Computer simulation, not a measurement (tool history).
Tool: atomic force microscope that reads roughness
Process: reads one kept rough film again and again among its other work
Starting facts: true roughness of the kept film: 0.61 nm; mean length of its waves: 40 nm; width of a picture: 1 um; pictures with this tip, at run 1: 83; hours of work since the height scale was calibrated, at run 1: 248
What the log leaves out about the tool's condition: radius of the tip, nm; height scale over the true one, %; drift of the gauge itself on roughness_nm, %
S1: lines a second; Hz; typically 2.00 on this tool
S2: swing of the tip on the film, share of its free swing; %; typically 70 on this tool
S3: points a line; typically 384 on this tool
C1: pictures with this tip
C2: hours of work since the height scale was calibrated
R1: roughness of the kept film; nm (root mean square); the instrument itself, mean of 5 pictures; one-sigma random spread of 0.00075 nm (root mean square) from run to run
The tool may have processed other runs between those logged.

| run | hour | S1 | S2 | S3 | C1 | C2 | R1 |
|---|---|---|---|---|---|---|---|
| 1 | 0.0 | 2.00 | 70 | 384 | 83 | 248 | 0.5250 |
| 2 | 5.3 | 1.10 | 70 | 384 | 88 | 251 | 0.5534 |
| 3 | 14.3 | 1.10 | 70 | 384 | 98 | 257 | 0.5528 |
|  | 18.2 | new tip fitted |
| 4 | 20.7 | 1.10 | 70 | 384 | 2 | 260 | 0.5619 |
| 5 | 28.5 | 1.10 | 70 | 384 | 10 | 265 | 0.5624 |
| 6 | 36.2 | 1.10 | 70 | 384 | 19 | 269 | 0.5610 |
| 7 | 43.8 | 2.00 | 70 | 384 | 27 | 274 | 0.5317 |
| 8 | 54.1 | 2.00 | 70 | 384 | 38 | 280 | 0.5304 |
| 9 | 59.2 | 2.00 | 70 | 384 | 43 | 283 | 0.5293 |
| 10 | 68.4 | 2.22 | 70 | 384 | 53 | 288 | 0.5231 |
| 11 | 76.6 | 2.22 | 70 | 384 | 61 | 293 | 0.5213 |
| 12 | 84.8 | 2.00 | 70 | 384 | 70 | 297 | 0.5283 |
| 13 | 90.5 | 2.00 | 70 | 384 | 76 | 301 | 0.5262 |
| 14 | 100.5 | 2.00 | 70 | 384 | 87 | 307 | 0.5270 |
| 15 | 105.8 | 2.00 | 70 | 384 | 92 | 310 | 0.5261 |
| 16 | 111.7 | 0.98 | 56 | 384 | 99 | 313 | 0.5764 |
|  | 115.8 | new tip fitted |
| 17 | 121.4 | 3.67 | 84 | 384 | 6 | 319 | 0.4020 |
| 18 | 128.3 | 3.06 | 70 | 384 | 14 | 323 | 0.5017 |
| 19 | 134.3 | 3.82 | 77 | 384 | 20 | 326 | 0.4401 |
| 20 | 139.0 | 0.89 | 56 | 818 | 25 | 329 | 0.5864 |
| 21 | 145.3 | 0.89 | 56 | 818 | 32 | 332 | 0.5874 |
| 22 | 150.3 | 0.89 | 56 | 564 | 37 | 335 | 0.5862 |
| 23 | 155.8 | 0.89 | 56 | 564 | 43 | 339 | 0.5858 |
| 24 | 164.6 | 2.79 | 70 | 749 | 52 | 344 | 0.5071 |
| 25 | 174.0 | 0.76 | 70 | 771 | 62 | 349 | 0.5707 |

Each row is a separate what-if for the run after 25, all from the same tool condition, not one after another. Results?
| A | 183.6 | 2.00 | 75 | 384 | 72 | 355 | ? |
| B | 183.6 | 1.30 | 72 | 571 | 72 | 355 | ? |
| C | 183.6 | 0.81 | 82 | 351 | 72 | 355 | ? |

| run | R1 |
|---|---|
| A | 0.5078 |
| B | 0.5447 |
| C | 0.5410 |
Stripped of hidden state, with their random variation kept, the same runs would have yielded:
| run | R1 |
|---|---|
| A | 0.5141 |
| B | 0.5515 |
| C | 0.5477 |

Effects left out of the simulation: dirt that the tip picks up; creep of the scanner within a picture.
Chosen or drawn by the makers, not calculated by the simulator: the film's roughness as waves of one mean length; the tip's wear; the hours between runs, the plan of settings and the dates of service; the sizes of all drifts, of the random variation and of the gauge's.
